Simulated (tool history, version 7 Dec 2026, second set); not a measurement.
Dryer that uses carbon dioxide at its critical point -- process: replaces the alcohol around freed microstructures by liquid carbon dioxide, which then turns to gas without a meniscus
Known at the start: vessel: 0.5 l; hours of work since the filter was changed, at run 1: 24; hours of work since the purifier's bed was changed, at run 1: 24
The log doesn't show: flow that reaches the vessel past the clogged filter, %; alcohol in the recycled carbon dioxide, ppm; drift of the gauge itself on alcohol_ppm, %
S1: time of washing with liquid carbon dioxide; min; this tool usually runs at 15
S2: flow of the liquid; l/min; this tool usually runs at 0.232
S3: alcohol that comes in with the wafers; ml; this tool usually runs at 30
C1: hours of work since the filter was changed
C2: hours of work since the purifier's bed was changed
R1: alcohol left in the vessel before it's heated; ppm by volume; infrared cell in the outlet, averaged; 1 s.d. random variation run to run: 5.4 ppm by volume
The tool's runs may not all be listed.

run	day	S1	S2	S3	C1	C2	R1
1	0.000	15	0.232	30	24	24	137
2	2.817	15	0.232	30	60	60	137
3	5.600	15	0.232	30	96	96	151
4	7.583	15	0.232	30	122	122	156
5	9.792	15	0.232	30	150	150	165
6	11.521	15	0.377	30	172	172	28
7	12.958	15	0.377	30	191	191	29
8	15.204	15	0.377	30	220	220	33
9	17.808	15	0.377	30	254	254	35
10	19.271	15	0.232	30	272	272	193
11	20.946	15	0.232	30	294	294	197
12	22.321	15	0.232	30	312	312	197
13	24.883	15	0.232	62	345	345	385
14	26.488	15	0.232	62	366	366	393
15	28.604	15	0.232	118	393	393	742
16	29.829	11	0.232	30	409	409	870
17	31.875	11	0.232	30	435	435	884
18	33.371	11	0.232	30	455	455	906
19	35.833	12	0.207	26	486	486	901
# day 36.454: inlet filter changed
20	37.808	15	0.232	25	17	511	155
21	39.879	15	0.232	25	44	538	165
22	41.658	24	0.180	39	67	561	101
23	44.121	24	0.180	39	99	593	109
24	45.404	12	0.217	55	116	609	1230
25	46.783	12	0.217	55	133	627	1243
26	48.417	12	0.217	55	154	648	1270
27	51.183	9	0.264	110	190	684	3890
28	53.454	12	0.361	110	219	713	227
29	56.200	12	0.361	110	255	749	229

What would each run have given without the hidden state, its run-to-run variation left as it was?
run	R1
1	130
2	122
3	128
4	127
5	129
6	9
7	9
8	9
9	9
10	130
11	131
12	124
13	260
14	259
15	496
16	639
17	637
18	645
19	629
20	101
21	103
22	42
23	45
24	1065
25	1065
26	1071
27	3368
28	121
29	116
